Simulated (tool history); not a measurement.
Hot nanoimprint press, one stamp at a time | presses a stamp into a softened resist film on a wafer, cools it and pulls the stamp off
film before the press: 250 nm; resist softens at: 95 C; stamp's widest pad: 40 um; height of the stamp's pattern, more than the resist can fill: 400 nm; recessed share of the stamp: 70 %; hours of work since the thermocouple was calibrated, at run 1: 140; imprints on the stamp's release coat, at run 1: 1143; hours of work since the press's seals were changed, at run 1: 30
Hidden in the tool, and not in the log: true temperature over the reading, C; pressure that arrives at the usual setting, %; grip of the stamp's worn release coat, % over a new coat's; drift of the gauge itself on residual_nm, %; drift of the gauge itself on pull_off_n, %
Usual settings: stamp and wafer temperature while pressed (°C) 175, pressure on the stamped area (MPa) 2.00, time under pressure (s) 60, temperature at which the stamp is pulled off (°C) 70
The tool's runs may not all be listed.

| run | hour | stamp and wafer temperature while pressed (°C) | pressure on the stamped area (MPa) | time under pressure (s) | temperature at which the stamp is pulled off (°C) | hours of work since the thermocouple was calibrated | imprints on the stamp's release coat | hours of work since the press's seals were changed | resist left under the stamp's widest pad (nm) | greatest force while the stamp is pulled off (N) |
|---|---|---|---|---|---|---|---|---|---|---|
| 1 | 0.0 | 175 | 2.00 | 60 | 70 | 140 | 1143 | 30 | 141.9 | 205 |
| 2 | 21.7 | 175 | 2.00 | 60 | 70 | 152 | 1213 | 42 | 142.5 | 223 |
| 3 | 33.5 | 175 | 2.00 | 60 | 70 | 158 | 1251 | 48 | 142.6 | 219 |
| 4 | 51.1 | 175 | 2.00 | 60 | 70 | 167 | 1307 | 57 | 142.9 | 229 |
| 5 | 64.9 | 175 | 2.00 | 60 | 70 | 175 | 1351 | 65 | 142.2 | 227 |
| 6 | 85.9 | 178 | 2.00 | 60 | 70 | 186 | 1419 | 76 | 129.0 | 232 |
| 7 | 96.0 | 178 | 2.00 | 60 | 70 | 192 | 1451 | 82 | 129.5 | 236 |
| 8 | 113.3 | 178 | 2.00 | 60 | 70 | 201 | 1506 | 91 | 130.0 | 238 |
| 9 | 135.0 | 178 | 2.00 | 60 | 70 | 213 | 1576 | 103 | 131.0 | 245 |
| 10 | 154.9 | 171 | 2.00 | 60 | 70 | 223 | 1639 | 113 | 161.3 | 253 |
| 11 | 166.2 | 172 | 2.00 | 60 | 70 | 229 | 1676 | 119 | 156.8 | 253 |
| 12 | 178.2 | 172 | 2.00 | 60 | 70 | 236 | 1714 | 126 | 156.9 | 245 |
| 13 | 189.8 | 175 | 2.13 | 60 | 70 | 242 | 1751 | 132 | 142.8 | 262 |
| 14 | 198.7 | 175 | 2.13 | 60 | 70 | 247 | 1780 | 137 | 140.3 | 262 |
| 15 | 209.8 | 175 | 2.13 | 60 | 70 | 253 | 1815 | 143 | 142.8 | 270 |
| 16 | 230.5 | 175 | 2.13 | 60 | 70 | 264 | 1882 | 154 | 140.8 | 268 |
| 17 | 242.1 | 175 | 2.00 | 60 | 73 | 270 | 1919 | 160 | 143.7 | 254 |
|  | 246.6 | plate thermocouple calibrated |
|  | 264.1 | stamp cleaned and given a new release coat |
| 18 | 270.0 | 175 | 2.00 | 60 | 73 | 9 | 18 | 171 | 147.5 | 136 |
| 19 | 279.9 | 182 | 2.10 | 104 | 66 | 15 | 50 | 176 | 91.8 | 150 |
| 20 | 289.7 | 182 | 2.10 | 104 | 66 | 20 | 82 | 181 | 92.3 | 147 |
| 21 | 301.7 | 186 | 2.00 | 60 | 70 | 26 | 120 | 188 | 103.5 | 146 |
| 22 | 321.8 | 186 | 2.00 | 60 | 70 | 37 | 184 | 198 | 104.7 | 154 |
| 23 | 331.5 | 167 | 1.79 | 35 | 62 | 42 | 215 | 204 | 209.1 | 172 |
|  | 344.5 | plate thermocouple calibrated, once more |
| 24 | 345.9 | 167 | 1.79 | 35 | 62 | 1 | 252 | 210 | 200.6 | 171 |
| 25 | 359.5 | 175 | 3.16 | 60 | 74 | 8 | 296 | 217 | 117.1 | 148 |
| 26 | 368.3 | 175 | 3.16 | 60 | 74 | 13 | 324 | 222 | 115.6 | 147 |
| 27 | 377.2 | 177 | 1.44 | 60 | 70 | 18 | 352 | 227 | 149.2 | 156 |
| 28 | 397.5 | 185 | 1.44 | 61 | 75 | 29 | 417 | 238 | 113.9 | 149 |
| 29 | 416.9 | 185 | 1.44 | 61 | 75 | 39 | 479 | 248 | 116.7 | 160 |

4 ways to go on from here, each from the tool as it stands after run 29. What would each give?
| A | 434.1 | 185 | 2.45 | 61 | 75 | 48 | 534 | 257 | ? | ? |
| B | 434.1 | 170 | 2.00 | 60 | 73 | 48 | 534 | 257 | ? | ? |
| C | 434.1 | 165 | 2.91 | 60 | 76 | 48 | 534 | 257 | ? | ? |
| D | 434.1 | 185 | 1.74 | 61 | 75 | 48 | 534 | 257 | ? | ? |

| run | resist left under the stamp's widest pad (nm) | greatest force while the stamp is pulled off (N) |
|---|---|---|
| A | 92.8 | 161 |
| B | 162.9 | 159 |
| C | 168.7 | 159 |
| D | 106.5 | 159 |
Without the tool's hidden state the same runs would have given:
| run | resist left under the stamp's widest pad (nm) | greatest force while the stamp is pulled off (N) |
|---|---|---|
| A | 92.0 | 131 |
| B | 162.1 | 129 |
| C | 167.6 | 129 |
| D | 105.9 | 129 |
